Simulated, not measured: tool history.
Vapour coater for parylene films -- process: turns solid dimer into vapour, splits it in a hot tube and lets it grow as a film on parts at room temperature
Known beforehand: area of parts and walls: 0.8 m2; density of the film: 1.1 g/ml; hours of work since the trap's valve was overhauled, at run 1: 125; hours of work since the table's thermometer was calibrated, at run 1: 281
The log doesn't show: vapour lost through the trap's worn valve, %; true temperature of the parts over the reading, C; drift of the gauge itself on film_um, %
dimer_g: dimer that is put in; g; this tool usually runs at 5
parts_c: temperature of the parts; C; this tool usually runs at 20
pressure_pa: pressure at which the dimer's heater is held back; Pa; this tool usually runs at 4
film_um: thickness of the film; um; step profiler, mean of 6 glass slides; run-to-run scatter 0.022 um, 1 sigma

run	day	dimer_g	parts_c	pressure_pa	hours of work since the trap's valve was overhauled	hours of work since the table's thermometer was calibrated	film_um
1	0	5	20	4	125	281	2.75
2	1.721	5	20	4	155	310	2.72
3	3.258	5	20	4.64	181	337	2.62
4	4.012	5	20	4.64	194	350	2.6
# day 4.988: trap's valve overhauled
5	5.408	5	20	4	7	371	2.93
6	6.725	5	20	7.3	30	394	2.61
7	7.846	5	15	4	50	414	3.14
8	9.292	7	28	9.39	75	439	2.86
9	11.042	7	28	9.39	105	469	2.81
10	12.162	8	31	3.54	124	488	3.52
11	12.996	5	25	4.59	139	503	2.35
12	14.721	5	27	4.01	169	533	2.28
13	16.021	7	19	6.49	191	555	3.48
# day 17.233: trap's valve overhauled
14	17.554	5	27	8.87	6	579	2.23

Branching from run 14: 4 alternative next runs. What would each branch give?
A	18.596	5	27	2.19	24	597	?
B	18.596	5	20	4	24	597	?
C	18.596	3	14	5.58	24	597	?
D	18.596	3	19	7.43	24	597	?

run	film_um
A	2.74
B	2.92
C	1.88
D	1.58
Without the tool's hidden state the same runs would have given:
run	film_um
A	2.8
B	2.98
C	1.92
D	1.61
